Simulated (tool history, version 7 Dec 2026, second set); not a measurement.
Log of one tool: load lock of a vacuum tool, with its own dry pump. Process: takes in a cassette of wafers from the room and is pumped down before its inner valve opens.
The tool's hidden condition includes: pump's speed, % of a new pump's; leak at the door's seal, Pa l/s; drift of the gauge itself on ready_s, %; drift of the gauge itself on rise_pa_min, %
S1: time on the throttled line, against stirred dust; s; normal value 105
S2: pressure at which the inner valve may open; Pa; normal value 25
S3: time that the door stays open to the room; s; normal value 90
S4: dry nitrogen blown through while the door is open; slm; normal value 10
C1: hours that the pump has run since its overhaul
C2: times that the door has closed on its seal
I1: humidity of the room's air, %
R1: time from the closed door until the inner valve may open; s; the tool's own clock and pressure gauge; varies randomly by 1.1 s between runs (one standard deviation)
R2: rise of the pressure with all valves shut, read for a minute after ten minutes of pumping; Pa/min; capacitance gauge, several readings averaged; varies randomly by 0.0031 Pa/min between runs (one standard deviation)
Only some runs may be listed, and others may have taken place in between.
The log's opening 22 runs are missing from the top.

| run | hour | S1 | S2 | S3 | S4 | C1 | C2 | I1 | R1 | R2 |
|---|---|---|---|---|---|---|---|---|---|---|
| 23 | 5381.7 | 95 | 19 | 151 | 8 | 5743 | 31928 | 45.9 | 174.7 | 0.091 |
| 24 | 5609.4 | 95 | 23 | 136 | 8 | 5971 | 32434 | 47.1 | 172.4 | 0.090 |
| 25 | 5837.7 | 87 | 34 | 136 | 8 | 6199 | 32942 | 41.2 | 159.4 | 0.079 |
| 26 | 5996.3 | 105 | 30 | 90 | 10 | 6358 | 33294 | 43.7 | 175.7 | 0.065 |
| 27 | 6180.0 | 70 | 28 | 132 | 10 | 6542 | 33702 | 45.4 | 148.9 | 0.084 |
| 28 | 6498.1 | 70 | 28 | 35 | 10 | 6860 | 34409 | 45.4 | 149.5 | 0.043 |
| 29 | 6739.3 | 70 | 28 | 35 | 10 | 7101 | 34945 | 45.5 | 148.0 | 0.043 |
| 30 | 7040.4 | 129 | 20 | 144 | 15 | 7402 | 35614 | 46.4 | 201.1 | 0.071 |
| 31 | 7227.7 | 69 | 42 | 49 | 24 | 7589 | 36030 | 46.8 | 144.2 | 0.041 |
| 32 | 7428.8 | 105 | 24 | 119 | 28 | 7790 | 36477 | 44.0 | 178.4 | 0.056 |
| 33 | 7619.9 | 79 | 29 | 119 | 6 | 7982 | 36902 | 45.1 | 154.7 | 0.085 |
| 34 | 7762.4 | 79 | 29 | 119 | 6 | 8124 | 37218 | 45.5 | 157.2 | 0.089 |
| 35 | 8065.1 | 139 | 35 | 179 | 41 | 8427 | 37891 | 46.5 | 201.7 | 0.058 |
| 36 | 8384.8 | 139 | 35 | 126 | 21 | 8746 | 38601 | 49.6 | 202.9 | 0.065 |
| 37 | 8695.7 | 92 | 25 | 90 | 10 | 9057 | 39292 | 44.9 | 169.0 | 0.065 |
|  | 8912.2 | dry pump taken out, an overhauled one fitted |
| 38 | 8935.6 | 92 | 25 | 90 | 10 | 23 | 39812 | 44.1 | 167.5 | 0.066 |

Alternative continuations, all from the tool just after run 38; predict every row:
| A | 9239.0 | 92 | 24 | 90 | 10 | 327 | 40486 | 45.0 | ? | ? |
| B | 9239.0 | 83 | 25 | 90 | 10 | 327 | 40486 | 45.8 | ? | ? |
| C | 9239.0 | 82 | 25 | 90 | 4 | 327 | 40486 | 48.7 | ? | ? |

| run | R1 | R2 |
|---|---|---|
| A | 170.3 | 0.069 |
| B | 159.8 | 0.071 |
| C | 163.8 | 0.080 |
Take away the tool's hidden state, keep each run's random variation, and the runs would have read:
| run | R1 | R2 |
|---|---|---|
| A | 170.3 | 0.068 |
| B | 159.8 | 0.070 |
| C | 163.8 | 0.079 |

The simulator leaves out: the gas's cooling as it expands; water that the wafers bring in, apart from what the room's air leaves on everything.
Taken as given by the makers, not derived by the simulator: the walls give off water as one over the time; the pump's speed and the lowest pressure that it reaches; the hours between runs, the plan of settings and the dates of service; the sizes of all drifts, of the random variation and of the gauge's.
